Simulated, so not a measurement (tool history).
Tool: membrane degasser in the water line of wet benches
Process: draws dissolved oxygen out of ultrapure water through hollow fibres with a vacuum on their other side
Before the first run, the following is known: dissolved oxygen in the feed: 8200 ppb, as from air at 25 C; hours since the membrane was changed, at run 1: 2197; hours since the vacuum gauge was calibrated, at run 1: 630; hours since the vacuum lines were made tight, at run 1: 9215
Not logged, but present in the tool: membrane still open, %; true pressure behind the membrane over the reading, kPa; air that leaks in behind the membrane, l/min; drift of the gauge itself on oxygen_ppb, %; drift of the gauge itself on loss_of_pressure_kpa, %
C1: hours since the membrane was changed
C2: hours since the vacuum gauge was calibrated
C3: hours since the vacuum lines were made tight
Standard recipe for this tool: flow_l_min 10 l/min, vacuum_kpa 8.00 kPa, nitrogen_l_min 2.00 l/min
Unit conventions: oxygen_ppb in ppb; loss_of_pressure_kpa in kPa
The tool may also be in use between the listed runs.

{"run": 1, "hour": 0.0, "flow_l_min": 10, "vacuum_kpa": 8.0, "nitrogen_l_min": 2.0, "C1": 2197, "C2": 630, "C3": 9215, "oxygen_ppb": 94.6, "loss_of_pressure_kpa": 51.8}
{"run": 2, "hour": 82.2, "flow_l_min": 10, "vacuum_kpa": 8.0, "nitrogen_l_min": 2.0, "C1": 2279, "C2": 712, "C3": 9297, "oxygen_ppb": 92.5, "loss_of_pressure_kpa": 52.49}
{"run": 3, "hour": 179.1, "flow_l_min": 10, "vacuum_kpa": 8.0, "nitrogen_l_min": 2.0, "C1": 2376, "C2": 809, "C3": 9394, "oxygen_ppb": 95.9, "loss_of_pressure_kpa": 52.39}
{"run": 4, "hour": 256.5, "flow_l_min": 10, "vacuum_kpa": 8.0, "nitrogen_l_min": 2.0, "C1": 2453, "C2": 887, "C3": 9471, "oxygen_ppb": 96.7, "loss_of_pressure_kpa": 52.54}
{"run": 5, "hour": 335.3, "flow_l_min": 10, "vacuum_kpa": 8.0, "nitrogen_l_min": 2.0, "C1": 2532, "C2": 966, "C3": 9550, "oxygen_ppb": 96.4, "loss_of_pressure_kpa": 52.13}
{"run": 6, "hour": 451.1, "flow_l_min": 10, "vacuum_kpa": 8.0, "nitrogen_l_min": 2.0, "C1": 2648, "C2": 1081, "C3": 9666, "oxygen_ppb": 99.0, "loss_of_pressure_kpa": 51.98}
{"run": 7, "hour": 547.5, "flow_l_min": 10, "vacuum_kpa": 12.46, "nitrogen_l_min": 2.0, "C1": 2744, "C2": 1178, "C3": 9762, "oxygen_ppb": 155.3, "loss_of_pressure_kpa": 52.39}
{"run": 8, "hour": 614.6, "flow_l_min": 10, "vacuum_kpa": 12.46, "nitrogen_l_min": 2.0, "C1": 2811, "C2": 1245, "C3": 9829, "oxygen_ppb": 153.6, "loss_of_pressure_kpa": 52.64}
{"run": 9, "hour": 689.7, "flow_l_min": 10, "vacuum_kpa": 12.46, "nitrogen_l_min": 2.0, "C1": 2886, "C2": 1320, "C3": 9904, "oxygen_ppb": 154.1, "loss_of_pressure_kpa": 52.59}
{"run": 10, "hour": 799.3, "flow_l_min": 10, "vacuum_kpa": 12.46, "nitrogen_l_min": 2.0, "C1": 2996, "C2": 1429, "C3": 10014, "oxygen_ppb": 156.2, "loss_of_pressure_kpa": 52.75}
{"run": 11, "hour": 877.7, "flow_l_min": 10, "vacuum_kpa": 8.0, "nitrogen_l_min": 1.86, "C1": 3074, "C2": 1508, "C3": 10092, "oxygen_ppb": 102.1, "loss_of_pressure_kpa": 52.69}
{"run": 12, "hour": 951.5, "flow_l_min": 10, "vacuum_kpa": 8.0, "nitrogen_l_min": 0.99, "C1": 3148, "C2": 1582, "C3": 10166, "oxygen_ppb": 154.9, "loss_of_pressure_kpa": 52.25}
{"run": 13, "hour": 1063.1, "flow_l_min": 9, "vacuum_kpa": 13.65, "nitrogen_l_min": 1.09, "C1": 3260, "C2": 1693, "C3": 10278, "oxygen_ppb": 236.7, "loss_of_pressure_kpa": 47.08}
{"run": 14, "hour": 1121.9, "flow_l_min": 7, "vacuum_kpa": 15.83, "nitrogen_l_min": 2.57, "C1": 3318, "C2": 1752, "C3": 10336, "oxygen_ppb": 101.6, "loss_of_pressure_kpa": 36.82}
{"run": 15, "hour": 1199.3, "flow_l_min": 8, "vacuum_kpa": 15.72, "nitrogen_l_min": 1.74, "C1": 3396, "C2": 1830, "C3": 10414, "oxygen_ppb": 168.2, "loss_of_pressure_kpa": 41.87}
{"run": 16, "hour": 1311.7, "flow_l_min": 8, "vacuum_kpa": 15.72, "nitrogen_l_min": 1.74, "C1": 3508, "C2": 1942, "C3": 10526, "oxygen_ppb": 164.4, "loss_of_pressure_kpa": 42.31}
{"run": 17, "hour": 1423.7, "flow_l_min": 12, "vacuum_kpa": 12.66, "nitrogen_l_min": 2.0, "C1": 3620, "C2": 2054, "C3": 10638, "oxygen_ppb": 219.9, "loss_of_pressure_kpa": 63.26}
{"run": 18, "hour": 1528.0, "flow_l_min": 10, "vacuum_kpa": 14.98, "nitrogen_l_min": 4.43, "C1": 3725, "C2": 2158, "C3": 10743, "oxygen_ppb": 106.2, "loss_of_pressure_kpa": 52.53}
{"run": 19, "hour": 1634.5, "flow_l_min": 8, "vacuum_kpa": 17.08, "nitrogen_l_min": 2.46, "C1": 3831, "C2": 2265, "C3": 10849, "oxygen_ppb": 135.0, "loss_of_pressure_kpa": 42.18}
{"run": 20, "hour": 1738.8, "flow_l_min": 10, "vacuum_kpa": 8.99, "nitrogen_l_min": 2.0, "C1": 3935, "C2": 2369, "C3": 10953, "oxygen_ppb": 112.7, "loss_of_pressure_kpa": 52.47}
{"run": 21, "hour": 1841.5, "flow_l_min": 8, "vacuum_kpa": 8.0, "nitrogen_l_min": 2.0, "C1": 4038, "C2": 2472, "C3": 11056, "oxygen_ppb": 65.1, "loss_of_pressure_kpa": 42.14}
{"run": 22, "hour": 1890.8, "flow_l_min": 10, "vacuum_kpa": 4.94, "nitrogen_l_min": 2.0, "C1": 4087, "C2": 2521, "C3": 11105, "oxygen_ppb": 60.6, "loss_of_pressure_kpa": 52.72}
{"run": 23, "hour": 1969.1, "flow_l_min": 9, "vacuum_kpa": 8.0, "nitrogen_l_min": 1.39, "C1": 4166, "C2": 2599, "C3": 11184, "oxygen_ppb": 104.2, "loss_of_pressure_kpa": 47.59}
{"run": 24, "hour": 2040.4, "flow_l_min": 10, "vacuum_kpa": 6.77, "nitrogen_l_min": 0.84, "C1": 4237, "C2": 2671, "C3": 11255, "oxygen_ppb": 144.8, "loss_of_pressure_kpa": 52.6}

Below are 4 alternative next runs, each starting from the tool's condition after run 24. Predict each:
{"run": "A", "hour": 2133.5, "flow_l_min": 16, "vacuum_kpa": 10.58, "nitrogen_l_min": 2.0, "C1": 4330, "C2": 2764, "C3": 11348, "oxygen_ppb": "?", "loss_of_pressure_kpa": "?"}
{"run": "B", "hour": 2133.5, "flow_l_min": 9, "vacuum_kpa": 8.0, "nitrogen_l_min": 2.0, "C1": 4330, "C2": 2764, "C3": 11348, "oxygen_ppb": "?", "loss_of_pressure_kpa": "?"}
{"run": "C", "hour": 2133.5, "flow_l_min": 10, "vacuum_kpa": 10.12, "nitrogen_l_min": 2.0, "C1": 4330, "C2": 2764, "C3": 11348, "oxygen_ppb": "?", "loss_of_pressure_kpa": "?"}
{"run": "D", "hour": 2133.5, "flow_l_min": 10, "vacuum_kpa": 8.0, "nitrogen_l_min": 0.9, "C1": 4330, "C2": 2764, "C3": 11348, "oxygen_ppb": "?", "loss_of_pressure_kpa": "?"}

run=A oxygen_ppb=342.9 loss_of_pressure_kpa=84.64
run=B oxygen_ppb=81.7 loss_of_pressure_kpa=47.65
run=C oxygen_ppb=127.1 loss_of_pressure_kpa=52.88
run=D oxygen_ppb=170.4 loss_of_pressure_kpa=53.11
Had the tool no hidden state, the same runs would have come out as:
run=A oxygen_ppb=313.9 loss_of_pressure_kpa=82.23
run=B oxygen_ppb=71.7 loss_of_pressure_kpa=46.30
run=C oxygen_ppb=113.4 loss_of_pressure_kpa=51.38
run=D oxygen_ppb=153.4 loss_of_pressure_kpa=51.60
